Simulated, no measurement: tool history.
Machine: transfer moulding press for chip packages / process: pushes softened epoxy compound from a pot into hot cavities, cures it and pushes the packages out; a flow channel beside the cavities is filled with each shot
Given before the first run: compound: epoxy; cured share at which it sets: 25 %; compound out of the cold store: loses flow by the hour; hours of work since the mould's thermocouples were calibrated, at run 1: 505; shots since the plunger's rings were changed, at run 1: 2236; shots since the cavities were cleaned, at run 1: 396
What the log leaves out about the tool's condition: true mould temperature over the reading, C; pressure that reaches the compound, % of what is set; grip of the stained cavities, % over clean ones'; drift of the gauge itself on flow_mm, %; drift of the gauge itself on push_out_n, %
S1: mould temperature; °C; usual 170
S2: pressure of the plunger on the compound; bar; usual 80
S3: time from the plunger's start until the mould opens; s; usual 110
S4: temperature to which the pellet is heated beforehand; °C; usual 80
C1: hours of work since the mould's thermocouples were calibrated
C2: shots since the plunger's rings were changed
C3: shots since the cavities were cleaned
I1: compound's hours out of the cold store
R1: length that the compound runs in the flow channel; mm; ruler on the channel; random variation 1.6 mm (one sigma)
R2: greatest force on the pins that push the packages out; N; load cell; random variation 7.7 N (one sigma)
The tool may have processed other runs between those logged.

run	hour	S1	S2	S3	S4	C1	C2	C3	I1	R1	R2
1	0	170	80	110	80	505	2236	396	47.8	813	396
# hour 19.1: cavities cleaned with cleaning compound and waxed
2	23.5	170	80	110	75	521	2512	55	37.9	859	337
# hour 33.7: plunger's sealing rings changed
3	37.4	170	80	110	75	529	47	198	39.4	864	356
4	52.6	170	80	110	78	541	238	389	37.6	870	417
5	68.3	170	80	110	80	552	435	586	34.3	885	421
# hour 72.5: cavities cleaned with cleaning compound and waxed
6	91.4	165	80	110	80	568	707	238	24.9	954	478
7	102.3	165	80	110	80	576	843	374	47.2	846	489
# hour 123.5: cavities cleaned with cleaning compound and waxed
8	127.3	170	80	110	80	593	1139	49	25.9	921	332
9	153.3	170	80	117	77	612	1465	375	22.2	938	381
# hour 174.6: cavities cleaned with cleaning compound and waxed
10	178.8	170	80	117	77	630	1766	53	16.9	961	313

For run 11, what comes out?
11	204.5	170	80	117	77	649	2089	376	41.5	?	?

R1: 841 mm
R2: 373 N
If the tool had no hidden condition, the same run with the same run-to-run variation would have returned R1 859 mm, R2 296 N.

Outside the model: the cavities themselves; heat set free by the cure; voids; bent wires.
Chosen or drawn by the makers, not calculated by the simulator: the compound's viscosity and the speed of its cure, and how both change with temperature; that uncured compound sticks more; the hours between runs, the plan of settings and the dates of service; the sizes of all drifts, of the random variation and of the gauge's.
